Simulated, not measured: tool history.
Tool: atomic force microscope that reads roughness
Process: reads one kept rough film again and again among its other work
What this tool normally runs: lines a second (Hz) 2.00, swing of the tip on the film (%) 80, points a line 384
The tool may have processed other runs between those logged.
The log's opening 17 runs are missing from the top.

run     day  lines a second (Hz)  swing of the tip on the film (%)  points a line  pictures with this tip  hours of work since the height scale was calibrated  roughness of the kept film (nm (root mean square))
     37.883  -- new tip fitted
 18  38.992                 2.00                                80            384                      53                                                  297                                               2.614
     40.029  -- new tip fitted
 19  40.962                 2.00                                80            384                      45                                                  328                                               2.639
     42.346  -- new tip fitted
 20  43.417                 2.00                                80            384                      51                                                  368                                               2.619
     44.562  -- new tip fitted
 21  45.542                 2.00                                80            384                      47                                                  402                                               2.627
     46.708  -- new tip fitted
 22  46.925                 1.20                                86            384                      10                                                  424                                               2.799
     48.979  -- new tip fitted
 23  49.250                 2.76                                72            886                      13                                                  461                                               2.779
     51.229  -- new tip fitted
 24  52.279                 2.64                                80            264                      50                                                  510                                               2.530
     53.483  -- new tip fitted
 25  54.308                 2.64                                80            264                      39                                                  542                                               2.555

Run 26 comes next. What will it give?
     55.792  -- new tip fitted
 26  56.154                 2.00                                69            789                      17                                                  572                                                   ?

Run 26 came out at roughness of the kept film (nm (root mean square)) 2.869.
With the hidden condition absent and the run-to-run variation left alone, this run would have shown roughness of the kept film (nm (root mean square)) 2.902.
